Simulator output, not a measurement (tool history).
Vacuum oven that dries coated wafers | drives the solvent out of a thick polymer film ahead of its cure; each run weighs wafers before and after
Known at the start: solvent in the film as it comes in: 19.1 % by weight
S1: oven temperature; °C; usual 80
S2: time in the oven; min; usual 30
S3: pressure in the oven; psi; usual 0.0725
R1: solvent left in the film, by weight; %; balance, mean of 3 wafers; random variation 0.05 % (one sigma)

run	hour	S1	S2	S3	R1
1	0.0	80	30	0.0725	0.68
2	40.0	80	30	0.0725	0.73
3	84.1	80	30	0.0725	0.74
4	102.0	80	30	0.0725	0.68
5	122.9	80	30	0.0725	0.63
6	146.2	80	54	0.0725	0.23
7	169.3	80	54	0.0725	0.26
8	195.3	80	52	0.0725	0.19
9	230.7	80	30	0.0725	0.78
10	255.7	80	30	0.0725	0.68
11	297.9	80	30	0.0725	0.77
12	330.5	80	43	0.0725	0.29
13	367.7	79	43	0.0725	0.32
14	408.2	80	30	0.0920	0.72
15	428.5	69	35	0.0664	2.10
16	467.1	82	35	0.0664	0.29
17	493.6	66	30	0.0725	3.64
18	525.3	78	30	0.2702	1.46
19	557.3	67	45	0.2353	2.41
20	600.3	89	18	0.1044	0.75
21	638.9	90	53	0.0595	0.10
22	666.5	80	27	0.0553	0.80
23	700.1	83	27	0.0553	0.55
24	734.1	94	20	0.1033	0.27

Forecast each of these 3 alternatives for the next run:
A	777.7	95	30	0.2350	?
B	777.7	79	30	0.0725	?
C	777.7	76	20	0.1033	?

run	R1
A	0.49
B	0.86
C	2.77
Without the tool's hidden state the same runs would have given:
run	R1
A	0.49
B	0.85
C	2.76

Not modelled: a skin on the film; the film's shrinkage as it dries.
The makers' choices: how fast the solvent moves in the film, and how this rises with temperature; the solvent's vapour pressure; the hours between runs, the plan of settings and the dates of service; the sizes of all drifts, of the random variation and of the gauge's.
